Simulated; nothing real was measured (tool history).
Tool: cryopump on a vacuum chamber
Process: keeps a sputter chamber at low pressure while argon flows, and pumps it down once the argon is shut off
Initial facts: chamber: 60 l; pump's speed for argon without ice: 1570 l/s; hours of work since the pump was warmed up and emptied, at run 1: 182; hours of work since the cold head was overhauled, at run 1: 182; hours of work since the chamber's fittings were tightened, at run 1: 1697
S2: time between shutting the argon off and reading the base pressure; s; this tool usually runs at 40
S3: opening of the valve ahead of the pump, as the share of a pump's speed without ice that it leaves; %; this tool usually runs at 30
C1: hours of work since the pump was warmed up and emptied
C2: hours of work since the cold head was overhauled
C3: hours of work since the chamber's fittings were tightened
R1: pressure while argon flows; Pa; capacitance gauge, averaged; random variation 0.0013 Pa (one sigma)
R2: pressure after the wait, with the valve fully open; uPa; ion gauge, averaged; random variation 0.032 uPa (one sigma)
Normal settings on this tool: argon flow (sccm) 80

Run 1, day 0.000: usual settings; C1 182; C2 182; C3 1697. Result: R1 0.2944 Pa, R2 2.79 uPa.
Run 2, day 0.479: usual settings; C1 188; C2 188; C3 1703. Result: R1 0.2958 Pa, R2 2.76 uPa.
Run 3, day 1.304: usual settings but argon flow (sccm) 68; C1 197; C2 197; C3 1712. Result: R1 0.2532 Pa, R2 2.84 uPa.
Run 4, day 1.704: usual settings but argon flow (sccm) 68; C1 202; C2 202; C3 1717. Result: R1 0.2531 Pa, R2 2.79 uPa.
Run 5, day 2.104: usual settings; C1 206; C2 206; C3 1721. Result: R1 0.2995 Pa, R2 2.83 uPa.
Run 6, day 2.829: usual settings but argon flow (sccm) 89; C1 214; C2 214; C3 1729. Result: R1 0.3306 Pa, R2 2.87 uPa.
Run 7, day 3.429: usual settings; C1 221; C2 221; C3 1736. Result: R1 0.2960 Pa, R2 2.83 uPa.
Run 8, day 4.233: usual settings but S2 67 s; C1 230; C2 230; C3 1745. Result: R1 0.2989 Pa, R2 2.23 uPa.
Run 9, day 4.596: usual settings but S2 87 s; C1 234; C2 234; C3 1749. Result: R1 0.2988 Pa, R2 2.03 uPa.
Run 10, day 5.467: usual settings but S2 87 s; C1 244; C2 244; C3 1759. Result: R1 0.3010 Pa, R2 2.04 uPa.
Run 11, day 5.875: usual settings but argon flow (sccm) 51; C1 249; C2 249; C3 1764. Result: R1 0.1909 Pa, R2 2.86 uPa.
Run 12, day 6.442: usual settings but S3 19 %; C1 255; C2 255; C3 1770. Result: R1 0.4656 Pa, R2 2.83 uPa.
Run 13, day 6.846: usual settings but argon flow (sccm) 41, S3 59 %; C1 260; C2 260; C3 1775. Result: R1 0.0811 Pa, R2 2.89 uPa.
Run 14, day 7.446: usual settings but argon flow (sccm) 77, S3 41 %; C1 267; C2 267; C3 1782. Result: R1 0.2141 Pa, R2 2.91 uPa.
Run 15, day 8.304: usual settings but argon flow (sccm) 77, S3 41 %; C1 276; C2 276; C3 1791. Result: R1 0.2137 Pa, R2 2.96 uPa.
Run 16, day 8.704: usual settings but argon flow (sccm) 67, S2 166 s, S3 17 %; C1 281; C2 281; C3 1796. Result: R1 0.4364 Pa, R2 1.78 uPa.
Run 17, day 9.158: usual settings but argon flow (sccm) 67, S2 166 s, S3 17 %; C1 286; C2 286; C3 1801. Result: R1 0.4369 Pa, R2 1.86 uPa.
Run 18, day 10.012: usual settings but argon flow (sccm) 67, S2 166 s, S3 17 %; C1 296; C2 296; C3 1811. Result: R1 0.4368 Pa, R2 1.82 uPa.
Run 19, day 10.817: usual settings but argon flow (sccm) 70, S2 50 s, S3 24 %; C1 305; C2 305; C3 1820. Result: R1 0.3304 Pa, R2 2.64 uPa.
Run 20, day 11.292: usual settings but S3 17 %; C1 310; C2 310; C3 1825. Result: R1 0.5199 Pa, R2 2.93 uPa.
Run 21, day 12.133: usual settings but argon flow (sccm) 33, S2 203 s, S3 44 %; C1 320; C2 320; C3 1835. Result: R1 0.0874 Pa, R2 1.78 uPa.
Run 22, day 12.833: usual settings but argon flow (sccm) 136, S3 31 %; C1 328; C2 328; C3 1843. Result: R1 0.5018 Pa, R2 3.12 uPa.
Run 23, day 13.271: usual settings but argon flow (sccm) 136, S3 31 %; C1 332; C2 332; C3 1847. Result: R1 0.4990 Pa, R2 2.93 uPa.
Run 24, day 13.862: usual settings but argon flow (sccm) 91, S2 150 s, S3 49 %; C1 339; C2 339; C3 1854. Result: R1 0.2195 Pa, R2 1.89 uPa.

5 options for the next run, each taken on its own from the tool as it stands now. Forecast them:
Run A, day 14.658: usual settings but argon flow (sccm) 67, S2 217 s, S3 41 %; C1 348; C2 348; C3 1863. Result: R1 ?, R2 ?.
Run B, day 14.658: usual settings but argon flow (sccm) 40, S2 195 s, S3 49 %; C1 348; C2 348; C3 1863. Result: R1 ?, R2 ?.
Run C, day 14.658: usual settings but argon flow (sccm) 91, S2 150 s, S3 38 %; C1 348; C2 348; C3 1863. Result: R1 ?, R2 ?.
Run D, day 14.658: usual settings but argon flow (sccm) 111, S2 150 s, S3 49 %; C1 348; C2 348; C3 1863. Result: R1 ?, R2 ?.
Run E, day 14.658: usual settings but argon flow (sccm) 54, S2 150 s, S3 36 %; C1 348; C2 348; C3 1863. Result: R1 ?, R2 ?.

run      R1    R2
  A  0.1923  1.84
  B  0.0962  1.75
  C  0.2782  1.88
  D  0.2711  1.97
  E  0.1740  1.93
With no hidden state in the tool, these same runs would have given:
run      R1    R2
  A  0.1770  0.48
  B  0.0871  0.46
  C  0.2575  0.57
  D  0.2457  0.63
  E  0.1616  0.58

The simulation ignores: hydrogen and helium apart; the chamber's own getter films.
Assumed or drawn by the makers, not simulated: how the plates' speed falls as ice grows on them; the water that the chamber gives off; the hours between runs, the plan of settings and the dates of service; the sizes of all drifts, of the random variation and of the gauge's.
